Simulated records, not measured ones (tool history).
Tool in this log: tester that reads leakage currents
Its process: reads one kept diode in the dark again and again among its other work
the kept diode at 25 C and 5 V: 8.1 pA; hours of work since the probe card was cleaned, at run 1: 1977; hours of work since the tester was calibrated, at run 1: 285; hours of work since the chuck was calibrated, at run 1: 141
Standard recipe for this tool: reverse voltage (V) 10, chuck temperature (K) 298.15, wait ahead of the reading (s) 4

run	day	reverse voltage (V)	chuck temperature (K)	wait ahead of the reading (s)	hours of work since the probe card was cleaned	hours of work since the tester was calibrated	hours of work since the chuck was calibrated	current that the tester gives (pA)
1	0	10	298.15	4	1977	285	141	22.42
2	4.675	2.3	298.15	4	2067	374	230	7.61
3	6.75	2.3	298.15	4	2106	414	270	7.65
4	9.838	2.3	298.15	4	2165	473	328	7.8
5	13.862	2.3	298.15	4	2242	550	405	7.69
6	16.746	12	298.15	4	2297	605	460	27.05
7	19.746	10	319.15	4	2355	662	518	72.37
# day 21.821: probe card cleaned and baked
8	22.758	10	298.15	1.86	18	717	573	11.59
9	25.35	10.5	298.15	0.6	67	767	623	12.84
10	27.762	6.2	305.15	0.6	114	813	669	15.99

Run 11, settings as shown, results not yet in. Your forecast:
11	30.046	3.3	302.15	0.39	157	856	712	?

{"run 11": {"current that the tester gives (pA)": 8.89}}
Had the tool carried no hidden state, the very same run would have given current that the tester gives (pA) 9.57.

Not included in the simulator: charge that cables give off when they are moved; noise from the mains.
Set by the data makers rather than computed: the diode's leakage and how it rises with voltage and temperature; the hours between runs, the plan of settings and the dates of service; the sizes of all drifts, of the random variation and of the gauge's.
